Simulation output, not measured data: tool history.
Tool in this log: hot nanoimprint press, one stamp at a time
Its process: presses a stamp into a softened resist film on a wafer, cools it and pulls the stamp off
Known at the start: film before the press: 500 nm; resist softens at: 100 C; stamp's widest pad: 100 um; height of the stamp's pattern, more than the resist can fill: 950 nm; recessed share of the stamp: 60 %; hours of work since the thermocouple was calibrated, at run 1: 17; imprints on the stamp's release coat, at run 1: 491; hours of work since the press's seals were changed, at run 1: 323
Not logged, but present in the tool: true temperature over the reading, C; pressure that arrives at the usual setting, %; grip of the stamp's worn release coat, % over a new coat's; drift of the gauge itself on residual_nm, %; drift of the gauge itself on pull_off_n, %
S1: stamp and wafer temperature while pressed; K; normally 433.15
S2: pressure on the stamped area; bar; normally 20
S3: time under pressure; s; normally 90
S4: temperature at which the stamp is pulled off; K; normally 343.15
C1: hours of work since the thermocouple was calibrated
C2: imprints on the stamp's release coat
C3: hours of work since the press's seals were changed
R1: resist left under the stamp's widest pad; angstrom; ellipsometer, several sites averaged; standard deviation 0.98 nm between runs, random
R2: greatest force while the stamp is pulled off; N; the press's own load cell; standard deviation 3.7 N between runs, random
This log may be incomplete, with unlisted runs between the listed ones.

{"run": 1, "hour": 0.0, "S1": 433.15, "S2": 20, "S3": 90, "S4": 343.15, "C1": 17, "C2": 491, "C3": 323, "R1": 2449, "R2": 201}
{"run": 2, "hour": 32.5, "S1": 433.15, "S2": 20, "S3": 90, "S4": 343.15, "C1": 40, "C2": 656, "C3": 346, "R1": 2454, "R2": 212}
{"run": 3, "hour": 52.4, "S1": 433.15, "S2": 20, "S3": 90, "S4": 343.15, "C1": 54, "C2": 757, "C3": 361, "R1": 2438, "R2": 213}
{"run": 4, "hour": 81.1, "S1": 433.15, "S2": 20, "S3": 90, "S4": 343.15, "C1": 74, "C2": 902, "C3": 381, "R1": 2466, "R2": 214}
{"run": 5, "hour": 111.0, "S1": 433.15, "S2": 20, "S3": 90, "S4": 328.15, "C1": 95, "C2": 1054, "C3": 402, "R1": 2464, "R2": 266}
{"run": 6, "hour": 136.3, "S1": 433.15, "S2": 20, "S3": 90, "S4": 328.15, "C1": 113, "C2": 1182, "C3": 420, "R1": 2459, "R2": 262}
{"run": 7, "hour": 158.2, "S1": 433.15, "S2": 20, "S3": 90, "S4": 328.15, "C1": 129, "C2": 1293, "C3": 435, "R1": 2473, "R2": 280}
{"run": 8, "hour": 174.0, "S1": 433.15, "S2": 20, "S3": 90, "S4": 342.15, "C1": 140, "C2": 1373, "C3": 447, "R1": 2471, "R2": 257}
{"run": 9, "hour": 196.9, "S1": 433.15, "S2": 20, "S3": 90, "S4": 343.15, "C1": 156, "C2": 1489, "C3": 463, "R1": 2478, "R2": 259}
{"run": 10, "hour": 211.5, "S1": 433.15, "S2": 20, "S3": 90, "S4": 343.15, "C1": 167, "C2": 1563, "C3": 473, "R1": 2472, "R2": 264}
{"run": 11, "hour": 242.9, "S1": 433.15, "S2": 20, "S3": 90, "S4": 343.15, "C1": 189, "C2": 1722, "C3": 495, "R1": 2484, "R2": 281}
{"hour": 263.6, "done": "stamp cleaned and given a new release coat"}
{"run": 12, "hour": 274.1, "S1": 433.15, "S2": 20, "S3": 90, "S4": 343.15, "C1": 207, "C2": 54, "C3": 513, "R1": 2503, "R2": 181}
{"run": 13, "hour": 289.3, "S1": 433.15, "S2": 20, "S3": 90, "S4": 343.15, "C1": 217, "C2": 130, "C3": 524, "R1": 2499, "R2": 187}
{"run": 14, "hour": 308.4, "S1": 433.15, "S2": 20, "S3": 90, "S4": 343.15, "C1": 231, "C2": 227, "C3": 538, "R1": 2499, "R2": 185}
{"run": 15, "hour": 333.9, "S1": 433.15, "S2": 20, "S3": 90, "S4": 343.15, "C1": 249, "C2": 356, "C3": 556, "R1": 2483, "R2": 192}
{"hour": 343.7, "done": "press's hydraulic seals changed and the load cell set to zero"}
{"run": 16, "hour": 368.6, "S1": 425.15, "S2": 18.7, "S3": 127, "S4": 342.15, "C1": 268, "C2": 492, "C3": 18, "R1": 3001, "R2": 199}
{"run": 17, "hour": 385.8, "S1": 431.15, "S2": 20, "S3": 71, "S4": 330.15, "C1": 280, "C2": 579, "C3": 30, "R1": 2827, "R2": 234}
{"run": 18, "hour": 411.1, "S1": 426.15, "S2": 17.2, "S3": 57, "S4": 342.15, "C1": 298, "C2": 707, "C3": 48, "R1": 3729, "R2": 217}
{"run": 19, "hour": 434.3, "S1": 426.15, "S2": 20, "S3": 90, "S4": 343.15, "C1": 314, "C2": 824, "C3": 64, "R1": 3125, "R2": 219}
{"run": 20, "hour": 457.3, "S1": 426.15, "S2": 20, "S3": 90, "S4": 343.15, "C1": 331, "C2": 941, "C3": 80, "R1": 3129, "R2": 228}
{"run": 21, "hour": 480.1, "S1": 433.15, "S2": 20, "S3": 90, "S4": 342.15, "C1": 347, "C2": 1057, "C3": 97, "R1": 2473, "R2": 242}
{"run": 22, "hour": 504.3, "S1": 433.15, "S2": 20, "S3": 90, "S4": 342.15, "C1": 364, "C2": 1179, "C3": 114, "R1": 2454, "R2": 239}
{"run": 23, "hour": 538.5, "S1": 421.15, "S2": 14.2, "S3": 46, "S4": 338.15, "C1": 388, "C2": 1352, "C3": 138, "R1": 4442, "R2": 257}
{"run": 24, "hour": 558.8, "S1": 424.15, "S2": 17.1, "S3": 126, "S4": 348.15, "C1": 403, "C2": 1455, "C3": 152, "R1": 3285, "R2": 245}
{"run": 25, "hour": 580.7, "S1": 424.15, "S2": 17.1, "S3": 126, "S4": 348.15, "C1": 418, "C2": 1566, "C3": 168, "R1": 3278, "R2": 253}
{"hour": 598.4, "done": "plate thermocouple calibrated"}
{"run": 26, "hour": 598.4, "S1": 424.15, "S2": 17.1, "S3": 126, "S4": 348.15, "C1": 0, "C2": 1641, "C3": 178, "R1": 3226, "R2": 260}
{"run": 27, "hour": 620.7, "S1": 424.15, "S2": 17.1, "S3": 126, "S4": 348.15, "C1": 16, "C2": 1753, "C3": 194, "R1": 3226, "R2": 262}
{"hour": 637.0, "done": "stamp cleaned and given a new release coat"}
{"run": 28, "hour": 656.8, "S1": 426.15, "S2": 17.6, "S3": 90, "S4": 343.15, "C1": 37, "C2": 100, "C3": 215, "R1": 3293, "R2": 180}
{"run": 29, "hour": 691.2, "S1": 433.15, "S2": 20, "S3": 119, "S4": 343.15, "C1": 61, "C2": 274, "C3": 240, "R1": 2242, "R2": 189}
{"run": 30, "hour": 710.6, "S1": 433.15, "S2": 20, "S3": 119, "S4": 343.15, "C1": 75, "C2": 372, "C3": 253, "R1": 2250, "R2": 201}

Hidden state at the last listed run before each entry between runs and at the first one after, where it differs:
Runs 11 to 12: stamp cleaned and given a new release coat (hour 263.6)
  true temperature over the reading, C: -0.28 -> -0.32; pressure that arrives at the usual setting, %: 96.66 -> 96.54; grip of the stamp's worn release coat, % over a new coat's: 56.2 -> 1.6
  what was measured, less what the result would be without the hidden state, R1: +68 -> +73 angstrom; R2: +102 -> +4 N
Runs 15 to 16: press's hydraulic seals changed and the load cell set to zero (hour 343.7)
  true temperature over the reading, C: -0.41 -> -0.45; pressure that arrives at the usual setting, %: 96.26 -> 99.8; grip of the stamp's worn release coat, % over a new coat's: 10.9 -> 15.2
  what was measured, less what the result would be without the hidden state, R1: +84 -> +49 angstrom; R2: +19 -> +27 N
Runs 25 to 26: plate thermocouple calibrated (hour 598.4)
  true temperature over the reading, C: -0.79 -> -0.18; pressure that arrives at the usual setting, %: 98.85 -> 98.79; grip of the stamp's worn release coat, % over a new coat's: 50.7 -> 53.3
  what was measured, less what the result would be without the hidden state, R1: +95 -> +33 angstrom; R2: +86 -> +91 N
Runs 27 to 28: stamp cleaned and given a new release coat (hour 637)
  true temperature over the reading, C: -0.21 -> -0.25; pressure that arrives at the usual setting, %: 98.69 -> 98.56; grip of the stamp's worn release coat, % over a new coat's: 57.2 -> 3
  what was measured, less what the result would be without the hidden state, R1: +38 -> +43 angstrom; R2: +96 -> +6 N
